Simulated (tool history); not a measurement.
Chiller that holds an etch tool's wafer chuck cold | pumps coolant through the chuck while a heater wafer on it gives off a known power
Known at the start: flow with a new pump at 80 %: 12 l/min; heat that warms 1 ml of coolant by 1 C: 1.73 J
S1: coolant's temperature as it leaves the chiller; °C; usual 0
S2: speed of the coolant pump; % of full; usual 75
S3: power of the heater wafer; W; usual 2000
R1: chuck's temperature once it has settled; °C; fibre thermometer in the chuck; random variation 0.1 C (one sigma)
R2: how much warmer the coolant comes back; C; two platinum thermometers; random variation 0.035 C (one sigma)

run 1 hour=0 | S1=0 S2=75 S3=2000 | R1=17.6 R2=6.63
run 2 hour=220.5 | S1=0 S2=75 S3=2000 | R1=17.7 R2=6.65
run 3 hour=318.5 | S1=0 S2=75 S3=2000 | R1=17.8 R2=6.65
-- hour=332.2 chiller's thermometer calibrated
run 4 hour=532.1 | S1=0 S2=75 S3=2000 | R1=17.6 R2=6.7
run 5 hour=717.6 | S1=0 S2=75 S3=2000 | R1=17.8 R2=6.7
run 6 hour=824.9 | S1=0 S2=75 S3=2000 | R1=17.9 R2=6.75
run 7 hour=989.9 | S1=0 S2=75 S3=2000 | R1=17.7 R2=6.82
run 8 hour=1211 | S1=0 S2=75 S3=2000 | R1=18.2 R2=6.8
run 9 hour=1309.6 | S1=0 S2=75 S3=2000 | R1=18.3 R2=6.86
run 10 hour=1443.1 | S1=-5 S2=82 S3=2911 | R1=20.6 R2=9.05
-- hour=1465.1 coolant pump overhauled
run 11 hour=1648.1 | S1=4 S2=75 S3=2000 | R1=22.9 R2=7.01
run 12 hour=1797.4 | S1=0 S2=75 S3=2906 | R1=27.8 R2=10.16
run 13 hour=1953.1 | S1=-10 S2=73 S3=1978 | R1=9.3 R2=7.17
run 14 hour=2114.9 | S1=7 S2=75 S3=2668 | R1=32.8 R2=9.4
run 15 hour=2215.4 | S1=0 S2=99 S3=1135 | R1=9.6 R2=3.01
run 16 hour=2306.4 | S1=-1 S2=75 S3=2526 | R1=23.7 R2=8.99

5 ways to go on from here, each from the tool as it stands after run 16. What would each give?
-- hour=2372.6 coolant changed, channels flushed
run A hour=2480.3 | S1=-3 S2=68 S3=2000 | R1=? R2=?
-- hour=2372.6 coolant changed, channels flushed
run B hour=2480.3 | S1=2 S2=63 S3=2069 | R1=? R2=?
-- hour=2372.6 coolant changed, channels flushed
run C hour=2480.3 | S1=-1 S2=79 S3=1761 | R1=? R2=?
-- hour=2372.6 coolant changed, channels flushed
run D hour=2480.3 | S1=9 S2=76 S3=1962 | R1=? R2=?
-- hour=2372.6 coolant changed, channels flushed
run E hour=2480.3 | S1=0 S2=76 S3=1184 | R1=? R2=?

run=A R1=13.4 R2=7.87
run=B R1=19.9 R2=8.85
run=C R1=12.3 R2=5.98
run=D R1=24.1 R2=6.94
run=E R1=9.1 R2=4.12
Without the tool's hidden state the same runs would have given:
run=A R1=11.9 R2=6.82
run=B R1=18.2 R2=7.68
run=C R1=11 R2=5.19
run=D R1=22.6 R2=6.02
run=E R1=8.2 R2=3.57
